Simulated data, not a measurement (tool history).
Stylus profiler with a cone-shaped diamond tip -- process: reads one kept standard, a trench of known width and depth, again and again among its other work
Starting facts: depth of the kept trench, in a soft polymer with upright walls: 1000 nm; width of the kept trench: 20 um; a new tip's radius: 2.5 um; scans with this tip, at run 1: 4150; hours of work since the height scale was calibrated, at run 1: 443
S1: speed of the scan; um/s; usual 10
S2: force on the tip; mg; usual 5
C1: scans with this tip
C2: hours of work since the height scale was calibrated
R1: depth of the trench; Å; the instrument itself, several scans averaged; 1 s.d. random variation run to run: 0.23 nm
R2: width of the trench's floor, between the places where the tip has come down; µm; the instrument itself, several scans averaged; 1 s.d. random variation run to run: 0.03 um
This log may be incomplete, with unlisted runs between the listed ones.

Run 1, hour 0: usual settings; C1 4150; C2 443. Result: R1 10105.3 Å, R2 14.29 µm.
Run 2, hour 27.3: usual settings; C1 4314; C2 460. Result: R1 10101.3 Å, R2 14.27 µm.
Run 3, hour 56.1: usual settings; C1 4485; C2 479. Result: R1 10100.2 Å, R2 14.2 µm.
Run 4, hour 76: usual settings; C1 4604; C2 491. Result: R1 10098.5 Å, R2 14.16 µm.
Run 5, hour 99.9: usual settings; C1 4747; C2 506. Result: R1 10096.9 Å, R2 14.11 µm.
Run 6, hour 129.8: usual settings; C1 4926; C2 526. Result: R1 10096.2 Å, R2 14.07 µm.
Run 7, hour 153.3: usual settings; C1 5066; C2 540. Result: R1 10094.5 Å, R2 14.01 µm.
Run 8, hour 175.3: usual settings; C1 5197; C2 555. Result: R1 10093.5 Å, R2 14 µm.
Run 9, hour 206.7: usual settings; C1 5385; C2 574. Result: R1 10093.5 Å, R2 13.92 µm.
Run 10, hour 231.6: usual settings but S2 7.5 mg; C1 5534; C2 590. Result: R1 10129.9 Å, R2 13.84 µm.
Run 11, hour 260.6: usual settings but S1 4 um/s; C1 5707; C2 609. Result: R1 10093.1 Å, R2 13.8 µm.
Run 12, hour 289.9: usual settings but S1 4 um/s; C1 5882; C2 628. Result: R1 10090.6 Å, R2 13.74 µm.
Run 13, hour 314.6: usual settings but S1 4 um/s; C1 6029; C2 643. Result: R1 10093.2 Å, R2 13.73 µm.
At hour 317.6: height scale calibrated on a step standard.
Run 14, hour 329.1: usual settings but S1 9 um/s; C1 6113; C2 7. Result: R1 10076.6 Å, R2 13.66 µm.
Run 15, hour 345.2: usual settings but S1 9 um/s; C1 6209; C2 18. Result: R1 10081.6 Å, R2 13.66 µm.
At hour 375.1: height scale calibrated on a step standard, once more.
Run 16, hour 376.9: usual settings but S1 9 um/s; C1 6396; C2 1. Result: R1 10121.3 Å, R2 13.62 µm.
Run 17, hour 405.8: usual settings but S2 10.76 mg; C1 6568; C2 20. Result: R1 10199.9 Å, R2 13.55 µm.
Run 18, hour 436: usual settings; C1 6749; C2 39. Result: R1 10123 Å, R2 13.45 µm.
Run 19, hour 451: usual settings; C1 6838; C2 48. Result: R1 10118.5 Å, R2 13.46 µm.
Run 20, hour 468.3: usual settings; C1 6941; C2 59. Result: R1 10115.2 Å, R2 13.42 µm.
Run 21, hour 502.3: usual settings; C1 7144; C2 81. Result: R1 10116.7 Å, R2 13.36 µm.
Run 22, hour 524.2: usual settings but S1 15 um/s; C1 7275; C2 95. Result: R1 10121.5 Å, R2 13.26 µm.
Run 23, hour 557.9: usual settings but S1 15 um/s; C1 7476; C2 116. Result: R1 10117 Å, R2 13.22 µm.
Run 24, hour 583.6: usual settings but S1 24 um/s, S2 2.04 mg; C1 7630; C2 133. Result: R1 10058.4 Å, R2 13.14 µm.
Run 25, hour 600.7: usual settings but S2 6.25 mg; C1 7732; C2 144. Result: R1 10132.3 Å, R2 13.27 µm.
Run 26, hour 617.5: usual settings but S1 4 um/s, S2 11.2 mg; C1 7832; C2 154. Result: R1 10198.2 Å, R2 13.17 µm.
Run 27, hour 632.6: usual settings but S1 4 um/s, S2 11.2 mg; C1 7923; C2 164. Result: R1 10200.2 Å, R2 13.1 µm.
Run 28, hour 654.3: usual settings but S1 4 um/s, S2 11.2 mg; C1 8052; C2 178. Result: R1 10199.2 Å, R2 13.12 µm.
Run 29, hour 687.7: usual settings but S1 4 um/s, S2 11.2 mg; C1 8252; C2 199. Result: R1 10193.8 Å, R2 13.08 µm.
Run 30, hour 720.7: usual settings but S1 8 um/s, S2 10.01 mg; C1 8449; C2 220. Result: R1 10182.1 Å, R2 12.94 µm.
Run 31, hour 745: usual settings but S1 8 um/s, S2 10.01 mg; C1 8594; C2 236. Result: R1 10176.1 Å, R2 12.91 µm.
Run 32, hour 759.5: usual settings but S1 8 um/s, S2 10.01 mg; C1 8680; C2 245. Result: R1 10182 Å, R2 12.97 µm.
Run 33, hour 779.2: usual settings but S1 3 um/s, S2 14 mg; C1 8798; C2 258. Result: R1 10231 Å, R2 12.94 µm.
Run 34, hour 810.9: usual settings but S1 4 um/s, S2 5.48 mg; C1 8988; C2 278. Result: R1 10115.7 Å, R2 12.85 µm.
Run 35, hour 830.6: usual settings but S1 29 um/s, S2 11.26 mg; C1 9105; C2 290. Result: R1 10191.5 Å, R2 12.77 µm.
Run 36, hour 845.1: usual settings but S1 29 um/s, S2 11.26 mg; C1 9192; C2 299. Result: R1 10189 Å, R2 12.74 µm.
Run 37, hour 863.6: usual settings but S1 29 um/s, S2 11.26 mg; C1 9303; C2 311. Result: R1 10189.6 Å, R2 12.68 µm.
Run 38, hour 883.5: usual settings but S1 29 um/s, S2 11.26 mg; C1 9421; C2 324. Result: R1 10186.3 Å, R2 12.69 µm.
Run 39, hour 911.2: usual settings but S1 7 um/s, S2 2.44 mg; C1 9587; C2 342. Result: R1 10052.2 Å, R2 12.68 µm.
Run 40, hour 938.1: usual settings but S1 7 um/s, S2 2.44 mg; C1 9747; C2 359. Result: R1 10059.3 Å, R2 12.59 µm.
Run 41, hour 966.2: usual settings but S1 9 um/s, S2 11.98 mg; C1 9915; C2 377. Result: R1 10194.9 Å, R2 12.59 µm.
Run 42, hour 985.9: usual settings but S1 5 um/s; C1 10033; C2 389. Result: R1 10101.8 Å, R2 12.53 µm.
Run 43, hour 1006.2: usual settings but S1 11 um/s, S2 14.31 mg; C1 10154; C2 402. Result: R1 10220.1 Å, R2 12.5 µm.
Run 44, hour 1030.1: usual settings but S1 7 um/s, S2 9.05 mg; C1 10297; C2 417. Result: R1 10155.8 Å, R2 12.52 µm.
Run 45, hour 1049: usual settings but S1 7 um/s, S2 9.05 mg; C1 10409; C2 429. Result: R1 10157.6 Å, R2 12.43 µm.

The logged runs with the hidden state left out (each run's random variation unchanged):
Hidden state present: radius of the tip, um; height scale over the true one, %; drift of the gauge itself on depth_nm, %; drift of the gauge itself on floor_um, %.
run       R1     R2
  1  10123.8  15.95
  2  10120.5  15.99
  3  10120.4  15.97
  4  10119.3  15.98
  5  10118.4  15.98
  6  10118.7  15.99
  7  10117.7  15.98
  8  10117.4  16.01
  9  10118.4  15.98
 10  10155.7  15.96
 11  10119.7  15.97
 12  10118.1  15.96
 13  10121.4  16.01
 14  10116.8  15.96
 15  10122.4     16
 16    10120  16.01
 17  10199.5     16
 18  10123.5  15.96
 19  10119.5     16
 20  10116.7  15.99
 21  10119.4  15.99
 22  10124.8  15.92
 23  10121.5  15.95
 24  10063.6  15.91
 25  10138.1  16.06
 26  10204.6  15.99
 27  10207.1  15.95
 28  10206.7     16
 29  10202.3  16.03
 30  10191.6  15.95
 31  10186.4  15.95
 32  10192.7  16.04
 33  10242.5  16.05
 34  10128.1     16
 35  10204.6  15.95
 36  10202.6  15.95
 37  10203.7  15.92
 38    10201  15.96
 39  10067.5     16
 40  10075.4  15.95
 41  10212.2     16
 42  10119.6  15.96
 43  10238.7  15.96
 44  10174.9  16.02
 45  10177.4  15.96
